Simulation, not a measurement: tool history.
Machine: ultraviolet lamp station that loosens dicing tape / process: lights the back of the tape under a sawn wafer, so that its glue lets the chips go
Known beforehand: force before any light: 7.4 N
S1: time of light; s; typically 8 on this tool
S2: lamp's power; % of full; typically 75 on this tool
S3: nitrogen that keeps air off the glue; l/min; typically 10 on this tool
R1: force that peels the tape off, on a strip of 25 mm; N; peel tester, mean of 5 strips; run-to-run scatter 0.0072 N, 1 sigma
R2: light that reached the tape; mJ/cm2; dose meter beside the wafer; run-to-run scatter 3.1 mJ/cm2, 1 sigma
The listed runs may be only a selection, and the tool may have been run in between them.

run,hour,S1,S2,S3,R1,R2
1,0.0,8,75,10,0.320,419
2,10.3,8,75,10,0.319,419
3,19.7,8,75,10,0.329,415
4,36.8,5,75,10,0.877,258
5,52.0,8,75,10,0.335,414
6,66.1,8,75,10,0.343,410
7,84.0,8,75,10,0.345,412
8,99.8,4,75,10,1.295,208
9,117.3,4,75,10,1.341,206
10,129.4,8,75,10,0.326,406
11,144.7,8,75,10,0.331,407
12,156.6,8,97,8,0.261,532
13,164.5,13,75,11,0.153,661
14,180.0,12,75,11,0.180,619
15,189.9,8,75,3,0.999,404
# hour 192.5: window cleaned of glue's vapour
16,198.6,4,82,3,2.286,233
17,208.9,4,82,3,2.246,230
18,226.7,8,94,10,0.195,531
19,242.3,8,75,9,0.347,424
20,254.7,6,94,5,0.686,396
21,268.9,4,63,4,2.726,179

Run 22, settings as shown, results not yet in. Your forecast:
22,281.8,4,63,4,?,?

Run 22 produced R1 2.657 N, R2 172 mJ/cm2.
Minus the tool's unlogged condition, the same run would have read R1 2.367 N, R2 193 mJ/cm2.

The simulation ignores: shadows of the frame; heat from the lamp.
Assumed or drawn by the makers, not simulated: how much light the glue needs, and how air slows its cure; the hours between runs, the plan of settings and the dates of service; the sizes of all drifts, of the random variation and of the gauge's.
